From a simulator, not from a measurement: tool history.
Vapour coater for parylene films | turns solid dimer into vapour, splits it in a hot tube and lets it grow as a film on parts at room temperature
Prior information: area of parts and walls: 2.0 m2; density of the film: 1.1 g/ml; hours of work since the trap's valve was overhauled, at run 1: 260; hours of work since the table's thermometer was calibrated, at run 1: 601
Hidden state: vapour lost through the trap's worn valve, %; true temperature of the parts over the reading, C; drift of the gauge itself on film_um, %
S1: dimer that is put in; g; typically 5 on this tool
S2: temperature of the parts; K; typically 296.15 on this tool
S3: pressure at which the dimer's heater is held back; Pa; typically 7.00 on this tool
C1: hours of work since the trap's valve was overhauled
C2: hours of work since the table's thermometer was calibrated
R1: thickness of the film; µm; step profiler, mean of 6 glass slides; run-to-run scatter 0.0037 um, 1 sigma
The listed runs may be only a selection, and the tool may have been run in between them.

run 1 hour=0.0 | S1=5 S2=296.15 S3=7.00 | C1=260 C2=601 | R1=1.396
run 2 hour=49.0 | S1=5 S2=296.15 S3=7.00 | C1=290 C2=631 | R1=1.400
run 3 hour=102.1 | S1=5 S2=296.15 S3=7.00 | C1=322 C2=664 | R1=1.397
run 4 hour=150.3 | S1=5 S2=297.15 S3=7.00 | C1=351 C2=693 | R1=1.359
run 5 hour=212.0 | S1=5 S2=297.15 S3=7.00 | C1=389 C2=731 | R1=1.359
-- hour=231.9 trap's valve overhauled
run 6 hour=262.3 | S1=5 S2=296.15 S3=7.00 | C1=19 C2=759 | R1=1.394
run 7 hour=303.0 | S1=5 S2=296.15 S3=7.00 | C1=43 C2=784 | R1=1.395
run 8 hour=330.7 | S1=5 S2=296.15 S3=7.00 | C1=60 C2=801 | R1=1.389
run 9 hour=365.2 | S1=5 S2=296.15 S3=7.00 | C1=81 C2=822 | R1=1.390
run 10 hour=399.1 | S1=5 S2=296.15 S3=7.00 | C1=102 C2=843 | R1=1.388
run 11 hour=434.4 | S1=6 S2=296.15 S3=7.00 | C1=124 C2=864 | R1=1.669
run 12 hour=469.3 | S1=6 S2=296.15 S3=7.00 | C1=145 C2=886 | R1=1.665
run 13 hour=506.0 | S1=5 S2=296.15 S3=8.68 | C1=167 C2=908 | R1=1.358
run 14 hour=565.3 | S1=5 S2=296.15 S3=7.00 | C1=204 C2=944 | R1=1.382
run 15 hour=609.3 | S1=5 S2=296.15 S3=7.00 | C1=231 C2=971 | R1=1.384
run 16 hour=636.3 | S1=3 S2=307.15 S3=5.21 | C1=247 C2=988 | R1=0.634
run 17 hour=664.0 | S1=5 S2=296.15 S3=2.29 | C1=264 C2=1005 | R1=1.554
run 18 hour=706.2 | S1=5 S2=296.15 S3=2.29 | C1=290 C2=1030 | R1=1.546
run 19 hour=754.7 | S1=5 S2=296.15 S3=2.29 | C1=319 C2=1060 | R1=1.547
run 20 hour=808.5 | S1=4 S2=292.15 S3=11.90 | C1=352 C2=1093 | R1=1.169
run 21 hour=840.8 | S1=3 S2=290.15 S3=11.90 | C1=372 C2=1113 | R1=0.923
-- hour=886.7 trap's valve overhauled
run 22 hour=891.6 | S1=3 S2=290.15 S3=11.90 | C1=3 C2=1141 | R1=0.924
run 23 hour=935.1 | S1=3 S2=307.15 S3=11.90 | C1=30 C2=1168 | R1=0.582
run 24 hour=980.0 | S1=5 S2=296.15 S3=7.04 | C1=57 C2=1195 | R1=1.381
-- hour=983.6 gauge calibrated
run 25 hour=1021.4 | S1=3 S2=296.15 S3=8.52 | C1=82 C2=1221 | R1=0.827
run 26 hour=1086.5 | S1=3 S2=296.15 S3=2.40 | C1=122 C2=1260 | R1=0.932
run 27 hour=1128.9 | S1=5 S2=293.15 S3=8.74 | C1=148 C2=1286 | R1=1.484

Below, some changes in R1 between adjacent runs. For each, the amount present without the hidden state too (settings, incoming material, random variation) and the amount remaining for the hidden state with gauge scatter not shared by both compared results:
Run 16 -> 17: S1 3 -> 5, S2 307.15 -> 296.15, S3 5.21 -> 2.29. R1 +0.920 µm: hidden state -0.010, all else +0.930.
Run 23 -> 24: S1 3 -> 5, S2 307.15 -> 296.15, S3 11.90 -> 7.04. R1 +0.799 µm: hidden state -0.013, all else +0.812.
Run 24 -> 25: S1 5 -> 3, S3 7.04 -> 8.52, gauge calibrated. R1 -0.554 µm: hidden state +0.021, all else -0.575.

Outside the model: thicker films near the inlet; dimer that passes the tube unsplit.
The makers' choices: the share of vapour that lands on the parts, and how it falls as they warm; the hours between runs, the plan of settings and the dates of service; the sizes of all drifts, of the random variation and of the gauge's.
